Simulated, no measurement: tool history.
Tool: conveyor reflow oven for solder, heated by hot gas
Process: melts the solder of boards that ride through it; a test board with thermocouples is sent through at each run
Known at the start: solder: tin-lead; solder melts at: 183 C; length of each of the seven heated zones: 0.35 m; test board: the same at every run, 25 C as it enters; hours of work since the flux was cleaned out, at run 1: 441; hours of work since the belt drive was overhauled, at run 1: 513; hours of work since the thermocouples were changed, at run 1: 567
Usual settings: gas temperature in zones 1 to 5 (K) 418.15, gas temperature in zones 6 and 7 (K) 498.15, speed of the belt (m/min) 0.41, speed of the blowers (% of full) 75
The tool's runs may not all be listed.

run,day,gas temperature in zones 1 to 5 (K),gas temperature in zones 6 and 7 (K),speed of the belt (m/min),speed of the blowers (% of full),hours of work since the flux was cleaned out,hours of work since the belt drive was overhauled,hours of work since the thermocouples were changed,highest temperature of the board (K),time above the solder's melting point (s)
1,0,418.15,498.15,0.41,75,441,513,567,484.75,73.8
2,2.067,418.15,498.15,0.41,75,476,548,601,484.15,73.6
# day 2.95: flux residue cleaned out of gas plates and filters
3,4.254,418.15,498.15,0.41,75,22,581,634,487.15,78.3
4,6.588,418.15,512.15,0.41,75,61,620,673,499.65,89.4
5,7.746,418.15,498.15,0.452,75,80,639,692,483.95,67
6,9.508,418.15,498.15,0.41,75,109,668,722,487.25,77.6
7,11.354,418.15,498.15,0.41,75,140,699,753,486.85,77.7
8,12.429,418.15,498.15,0.41,75,158,717,771,486.65,77.5
9,13.533,426.15,498.15,0.41,75,176,735,789,487.75,84.1
10,14.629,418.15,486.15,0.41,75,195,754,807,476.15,64.1
11,16.933,418.15,498.15,0.41,86,233,792,846,487.65,78.5
12,18.308,418.15,498.15,0.41,86,256,815,868,488.15,78.8
13,20.504,418.15,498.15,0.41,86,293,852,905,487.85,79.2
# day 20.996: thermocouples of zones 6 and 7 changed
14,22.675,418.15,498.15,0.41,86,327,886,28,484.75,76.8
15,24,418.15,498.15,0.41,75,349,908,50,483.85,75.1
16,25.688,418.15,506.15,0.41,75,378,937,78,490.75,81.6
# day 26.996: belt drive overhauled, speed set with a stopwatch
17,27.946,418.15,506.15,0.41,57,412,16,113,486.95,76.4
18,30.542,414.15,508.15,0.41,75,456,59,156,490.85,78.2
19,31.642,414.15,508.15,0.41,75,474,77,175,490.85,77.4
# day 32.654: flux residue cleaned out of gas plates and filters
20,34.304,414.15,508.15,0.41,75,28,118,216,493.75,82

Run 21 comes next. What will it give?
21,35.429,414.15,508.15,0.41,75,46,137,234,?,?

{"run 21": {"highest temperature of the board (K)": 493.65, "time above the solder's melting point (s)": 81.9}}
Without the tool's hidden state the same run would have given highest temperature of the board (K) 493.85, time above the solder's melting point (s) 82.2.

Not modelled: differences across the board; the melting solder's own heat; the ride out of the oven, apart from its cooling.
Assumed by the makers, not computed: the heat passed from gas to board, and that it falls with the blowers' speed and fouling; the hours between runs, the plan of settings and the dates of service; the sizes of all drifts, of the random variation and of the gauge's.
